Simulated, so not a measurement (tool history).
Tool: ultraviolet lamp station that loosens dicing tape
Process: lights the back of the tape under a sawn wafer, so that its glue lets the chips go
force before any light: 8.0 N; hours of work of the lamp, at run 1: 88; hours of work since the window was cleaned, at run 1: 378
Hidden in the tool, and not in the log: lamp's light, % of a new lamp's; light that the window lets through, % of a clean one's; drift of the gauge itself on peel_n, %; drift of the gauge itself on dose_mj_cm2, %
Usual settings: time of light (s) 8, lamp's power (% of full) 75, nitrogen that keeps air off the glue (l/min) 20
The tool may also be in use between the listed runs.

run   hour  time of light (s)  lamp's power (% of full)  nitrogen that keeps air off the glue (l/min)  hours of work of the lamp  hours of work since the window was cleaned  force that peels the tape off (N)  light that reached the tape (mJ/cm2)
  1    0.0                  8                        75                                            20                         88                                         378                              0.717                                   396
  2   11.0                  8                        75                                            21                         95                                         385                              0.695                                   400
  3   17.1                  8                        75                                            21                         99                                         389                              0.711                                   397
      21.6  -- window cleaned of glue's vapour
  4   22.8                  8                        75                                            20                        102                                           1                              0.769                                   393
  5   30.2                  8                        75                                            21                        107                                           6                              0.744                                   397
  6   34.8                  8                        75                                            21                        110                                           9                              0.675                                   402
  7   42.1                  8                        75                                            20                        115                                          13                              0.743                                   399
  8   50.4                  8                        75                                            20                        120                                          19                              0.715                                   392
  9   58.6                  8                        75                                            20                        126                                          24                              0.764                                   398
 10   66.2                  8                        87                                            20                        131                                          29                              0.508                                   461
 11   72.3                  8                        87                                            20                        135                                          33                              0.518                                   457
 12   77.5                  4                        75                                            20                        138                                          37                              2.274                                   197
 13   84.3                 11                        63                                            11                        142                                          41                              0.943                                   459
 14   92.4                 11                        63                                            11                        148                                          46                              0.948                                   459
 15  100.4                 11                        63                                            15                        153                                          52                              0.679                                   457
 16  106.0                 16                        75                                             7                        157                                          55                              0.415                                   795
 17  113.5                 15                        62                                            15                        162                                          60                              0.328                                   612
 18  123.3                 10                        82                                            13                        168                                          67                              0.529                                   545

3 ways to go on from here, each from the tool as it stands after run 18. What would each give?
  A  131.0                 10                        82                                             8                        173                                          72                                  ?                                     ?
  B  131.0                  5                        76                                             6                        173                                          72                                  ?                                     ?
  C  131.0                  8                        88                                            16                        173                                          72                                  ?                                     ?

run  force that peels the tape off (N)  light that reached the tape (mJ/cm2)
  A                              0.879                                   534
  B                              3.126                                   252
  C                              0.640                                   462
Without the tool's hidden state the same runs would have given:
run  force that peels the tape off (N)  light that reached the tape (mJ/cm2)
  A                              0.879                                   534
  B                              3.125                                   252
  C                              0.639                                   462

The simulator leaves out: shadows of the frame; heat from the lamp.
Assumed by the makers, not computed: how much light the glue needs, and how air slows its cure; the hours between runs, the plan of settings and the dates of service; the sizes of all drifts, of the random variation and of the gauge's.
